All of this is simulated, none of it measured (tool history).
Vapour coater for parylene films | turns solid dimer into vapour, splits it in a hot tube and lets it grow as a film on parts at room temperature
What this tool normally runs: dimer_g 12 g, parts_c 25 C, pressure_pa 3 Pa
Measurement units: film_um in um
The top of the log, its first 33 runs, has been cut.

run    hour  dimer_g  parts_c  pressure_pa  hours of work since the trap's valve was overhauled  hours of work since the table's thermometer was calibrated  film_um
 34  1076.4        5       25         3.56                                                  161                                                         670     1.09
 35  1101.4        6       17        11.49                                                  181                                                         689     1.42
 36  1140.9       11       17            3                                                  213                                                         721     3.09
 37  1173.6       10       35         2.67                                                  239                                                         747     1.39
 38  1213.1       10       35         2.67                                                  270                                                         779     1.41
 39  1234.9       12       21         5.17                                                  288                                                         796     2.77
 40    1265       12       20         2.81                                                  312                                                         820     3.28
 41  1284.9       13       20         2.23                                                  328                                                         836     3.53
 42  1311.1       12       24        10.91                                                  349                                                         857     1.99
 43  1345.7       12       24        10.91                                                  376                                                         884     1.99

Consider 3 possible next runs. They are alternatives, not a sequence: every one starts from the tool as it was left by run 43. What does each give?
  A  1374.2        7       25          2.6                                                  399                                                         907        ?
  B  1374.2        7       17         3.29                                                  399                                                         907        ?
  C  1374.2       12       24         8.43                                                  399                                                         907        ?

run  film_um
  A     1.51
  B     1.87
  C     2.09
With no hidden state in the tool, these same runs would have given:
run  film_um
  A     1.72
  B     2.08
  C     2.37

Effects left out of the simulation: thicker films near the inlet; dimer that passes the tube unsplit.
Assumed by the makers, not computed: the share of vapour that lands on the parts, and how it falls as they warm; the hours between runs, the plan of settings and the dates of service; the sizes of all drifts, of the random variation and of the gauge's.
